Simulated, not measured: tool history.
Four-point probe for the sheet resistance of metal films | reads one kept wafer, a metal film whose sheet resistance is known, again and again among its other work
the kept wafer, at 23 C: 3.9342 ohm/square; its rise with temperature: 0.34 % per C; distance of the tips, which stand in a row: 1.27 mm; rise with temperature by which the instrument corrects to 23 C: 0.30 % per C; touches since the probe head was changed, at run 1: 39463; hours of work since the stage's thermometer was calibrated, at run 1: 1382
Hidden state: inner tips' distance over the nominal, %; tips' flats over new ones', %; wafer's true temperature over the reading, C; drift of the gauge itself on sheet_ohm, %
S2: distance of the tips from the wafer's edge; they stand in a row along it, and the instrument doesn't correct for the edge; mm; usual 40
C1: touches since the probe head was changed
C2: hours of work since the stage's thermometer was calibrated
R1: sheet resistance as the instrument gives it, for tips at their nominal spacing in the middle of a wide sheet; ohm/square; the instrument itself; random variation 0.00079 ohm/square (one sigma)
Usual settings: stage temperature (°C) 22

run 1 hour=0 | stage_temperature_(°C)=22 S2=40 | C1=39463 C2=1382 | R1=3.929403
run 2 hour=56.2 | stage_temperature_(°C)=22 S2=40 | C1=40961 C2=1421 | R1=3.928352
run 3 hour=102.7 | stage_temperature_(°C)=22 S2=40 | C1=42198 C2=1452 | R1=3.92859
run 4 hour=129.1 | stage_temperature_(°C)=30 S2=40 | C1=42903 C2=1471 | R1=3.942599
run 5 hour=168.5 | stage_temperature_(°C)=30 S2=40 | C1=43952 C2=1497 | R1=3.941068
run 6 hour=220.7 | stage_temperature_(°C)=30 S2=40 | C1=45343 C2=1533 | R1=3.941578
run 7 hour=277.4 | stage_temperature_(°C)=30 S2=40 | C1=46853 C2=1572 | R1=3.941797
run 8 hour=303.4 | stage_temperature_(°C)=22 S2=4 | C1=47547 C2=1589 | R1=4.130198
run 9 hour=327.7 | stage_temperature_(°C)=22 S2=4 | C1=48192 C2=1606 | R1=4.131467
run 10 hour=365.6 | stage_temperature_(°C)=22 S2=4 | C1=49204 C2=1632 | R1=4.131634
run 11 hour=420.2 | stage_temperature_(°C)=22 S2=40 | C1=50657 C2=1669 | R1=3.933584
run 12 hour=475.9 | stage_temperature_(°C)=22 S2=40 | C1=52143 C2=1707 | R1=3.931815
run 13 hour=508.8 | stage_temperature_(°C)=22 S2=40 | C1=53017 C2=1729 | R1=3.932176
run 14 hour=548.4 | stage_temperature_(°C)=29 S2=10 | C1=54074 C2=1757 | R1=3.975006
run 15 hour=595.4 | stage_temperature_(°C)=26 S2=8 | C1=55326 C2=1789 | R1=3.988719
run 16 hour=623.5 | stage_temperature_(°C)=20 S2=62 | C1=56075 C2=1808 | R1=3.929332
run 17 hour=656.4 | stage_temperature_(°C)=29 S2=50 | C1=56950 C2=1830 | R1=3.942203
run 18 hour=692.5 | stage_temperature_(°C)=24 S2=32 | C1=57912 C2=1855 | R1=3.938505
run 19 hour=728.2 | stage_temperature_(°C)=29 S2=26 | C1=58863 C2=1879 | R1=3.946126
run 20 hour=757.3 | stage_temperature_(°C)=29 S2=26 | C1=59639 C2=1899 | R1=3.947483
run 21 hour=789.6 | stage_temperature_(°C)=34 S2=4 | C1=60500 C2=1921 | R1=4.151506
run 22 hour=822.8 | stage_temperature_(°C)=22 S2=4 | C1=61386 C2=1944 | R1=4.134908
run 23 hour=850.5 | stage_temperature_(°C)=26 S2=4 | C1=62122 C2=1963 | R1=4.141113
run 24 hour=902.4 | stage_temperature_(°C)=22 S2=38 | C1=63505 C2=1998 | R1=3.936538
run 25 hour=951.2 | stage_temperature_(°C)=22 S2=38 | C1=64805 C2=2031 | R1=3.936901

Forecast each of these 4 alternatives for the next run:
run A hour=988.9 | stage_temperature_(°C)=32 S2=19 | C1=65810 C2=2057 | R1=?
run B hour=988.9 | stage_temperature_(°C)=22 S2=12 | C1=65810 C2=2057 | R1=?
run C hour=988.9 | stage_temperature_(°C)=26 S2=9 | C1=65810 C2=2057 | R1=?
run D hour=988.9 | stage_temperature_(°C)=24 S2=7 | C1=65810 C2=2057 | R1=?

run=A R1=3.957176
run=B R1=3.959414
run=C R1=3.982027
run=D R1=4.00477
Without the tool's hidden state the same runs would have given:
run=A R1=3.955696
run=B R1=3.9582
run=C R1=3.980701
run=D R1=4.003496
